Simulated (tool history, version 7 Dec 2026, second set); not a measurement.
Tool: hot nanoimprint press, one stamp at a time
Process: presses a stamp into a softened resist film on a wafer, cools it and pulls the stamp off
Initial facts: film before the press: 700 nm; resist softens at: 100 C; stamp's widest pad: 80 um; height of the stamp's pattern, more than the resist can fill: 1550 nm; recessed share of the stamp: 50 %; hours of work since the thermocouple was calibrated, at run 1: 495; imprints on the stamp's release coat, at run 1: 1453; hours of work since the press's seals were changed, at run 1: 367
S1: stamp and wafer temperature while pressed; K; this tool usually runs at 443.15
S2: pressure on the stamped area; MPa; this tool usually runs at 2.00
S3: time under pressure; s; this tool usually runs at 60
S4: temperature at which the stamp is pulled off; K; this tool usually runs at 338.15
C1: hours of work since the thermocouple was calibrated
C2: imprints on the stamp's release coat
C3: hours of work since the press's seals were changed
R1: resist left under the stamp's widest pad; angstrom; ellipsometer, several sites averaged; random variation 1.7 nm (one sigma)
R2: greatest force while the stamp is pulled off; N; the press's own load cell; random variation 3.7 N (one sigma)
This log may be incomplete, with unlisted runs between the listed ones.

{"run": 1, "hour": 0.0, "S1": 443.15, "S2": 2.0, "S3": 60, "S4": 338.15, "C1": 495, "C2": 1453, "C3": 367, "R1": 2770, "R2": 271}
{"run": 2, "hour": 26.7, "S1": 443.15, "S2": 2.0, "S3": 60, "S4": 338.15, "C1": 506, "C2": 1529, "C3": 378, "R1": 2796, "R2": 274}
{"run": 3, "hour": 49.1, "S1": 443.15, "S2": 2.0, "S3": 60, "S4": 338.15, "C1": 515, "C2": 1592, "C3": 387, "R1": 2796, "R2": 290}
{"run": 4, "hour": 72.6, "S1": 443.15, "S2": 2.0, "S3": 60, "S4": 338.15, "C1": 525, "C2": 1658, "C3": 397, "R1": 2735, "R2": 285}
{"run": 5, "hour": 88.5, "S1": 443.15, "S2": 2.0, "S3": 60, "S4": 329.15, "C1": 532, "C2": 1703, "C3": 404, "R1": 2751, "R2": 307}
{"run": 6, "hour": 109.8, "S1": 443.15, "S2": 2.0, "S3": 60, "S4": 329.15, "C1": 541, "C2": 1763, "C3": 413, "R1": 2777, "R2": 311}
{"run": 7, "hour": 127.3, "S1": 443.15, "S2": 2.0, "S3": 60, "S4": 329.15, "C1": 548, "C2": 1812, "C3": 420, "R1": 2796, "R2": 320}
{"hour": 143.8, "done": "plate thermocouple calibrated"}
{"hour": 155.5, "done": "stamp cleaned and given a new release coat"}
{"run": 8, "hour": 169.4, "S1": 443.15, "S2": 2.0, "S3": 60, "S4": 329.15, "C1": 8, "C2": 39, "C3": 434, "R1": 2697, "R2": 192}
{"run": 9, "hour": 190.0, "S1": 443.15, "S2": 2.0, "S3": 60, "S4": 326.15, "C1": 17, "C2": 97, "C3": 442, "R1": 2676, "R2": 202}
{"run": 10, "hour": 206.1, "S1": 443.15, "S2": 2.0, "S3": 60, "S4": 338.15, "C1": 24, "C2": 143, "C3": 449, "R1": 2708, "R2": 191}
{"run": 11, "hour": 231.0, "S1": 443.15, "S2": 2.0, "S3": 60, "S4": 338.15, "C1": 34, "C2": 213, "C3": 460, "R1": 2667, "R2": 196}
{"run": 12, "hour": 264.2, "S1": 443.15, "S2": 2.0, "S3": 60, "S4": 338.15, "C1": 48, "C2": 306, "C3": 474, "R1": 2664, "R2": 197}
{"run": 13, "hour": 296.9, "S1": 443.15, "S2": 2.0, "S3": 60, "S4": 340.15, "C1": 62, "C2": 399, "C3": 487, "R1": 2689, "R2": 193}
{"run": 14, "hour": 312.4, "S1": 443.15, "S2": 2.15, "S3": 112, "S4": 328.15, "C1": 68, "C2": 442, "C3": 494, "R1": 2061, "R2": 228}
{"run": 15, "hour": 332.4, "S1": 443.15, "S2": 2.0, "S3": 32, "S4": 328.15, "C1": 77, "C2": 499, "C3": 502, "R1": 3372, "R2": 226}
{"run": 16, "hour": 354.9, "S1": 447.15, "S2": 2.0, "S3": 30, "S4": 328.15, "C1": 86, "C2": 562, "C3": 512, "R1": 3108, "R2": 230}
{"run": 17, "hour": 376.0, "S1": 447.15, "S2": 2.0, "S3": 30, "S4": 328.15, "C1": 95, "C2": 621, "C3": 520, "R1": 3062, "R2": 231}
{"run": 18, "hour": 410.2, "S1": 447.15, "S2": 2.0, "S3": 30, "S4": 328.15, "C1": 109, "C2": 718, "C3": 535, "R1": 3108, "R2": 242}
{"run": 19, "hour": 436.3, "S1": 447.15, "S2": 2.0, "S3": 30, "S4": 328.15, "C1": 120, "C2": 791, "C3": 546, "R1": 3102, "R2": 244}

Here are 5 independent what-if runs from the current tool condition. What would each one return?
{"run": "A", "hour": 456.1, "S1": 433.15, "S2": 2.0, "S3": 60, "S4": 330.15, "C1": 129, "C2": 847, "C3": 554, "R1": "?", "R2": "?"}
{"run": "B", "hour": 456.1, "S1": 442.15, "S2": 2.0, "S3": 60, "S4": 338.15, "C1": 129, "C2": 847, "C3": 554, "R1": "?", "R2": "?"}
{"run": "C", "hour": 456.1, "S1": 443.15, "S2": 2.0, "S3": 96, "S4": 338.15, "C1": 129, "C2": 847, "C3": 554, "R1": "?", "R2": "?"}
{"run": "D", "hour": 456.1, "S1": 436.15, "S2": 2.0, "S3": 75, "S4": 328.15, "C1": 129, "C2": 847, "C3": 554, "R1": "?", "R2": "?"}
{"run": "E", "hour": 456.1, "S1": 434.15, "S2": 1.86, "S3": 60, "S4": 338.15, "C1": 129, "C2": 847, "C3": 554, "R1": "?", "R2": "?"}

run=A R1=3675 R2=240
run=B R1=2798 R2=232
run=C R1=2296 R2=226
run=D R1=3108 R2=245
run=E R1=3675 R2=223
The same runs, with their run-to-run variation unchanged, on a tool lacking any hidden condition would have given:
run=A R1=3589 R2=188
run=B R1=2731 R2=182
run=C R1=2239 R2=177
run=D R1=3031 R2=193
run=E R1=3592 R2=175

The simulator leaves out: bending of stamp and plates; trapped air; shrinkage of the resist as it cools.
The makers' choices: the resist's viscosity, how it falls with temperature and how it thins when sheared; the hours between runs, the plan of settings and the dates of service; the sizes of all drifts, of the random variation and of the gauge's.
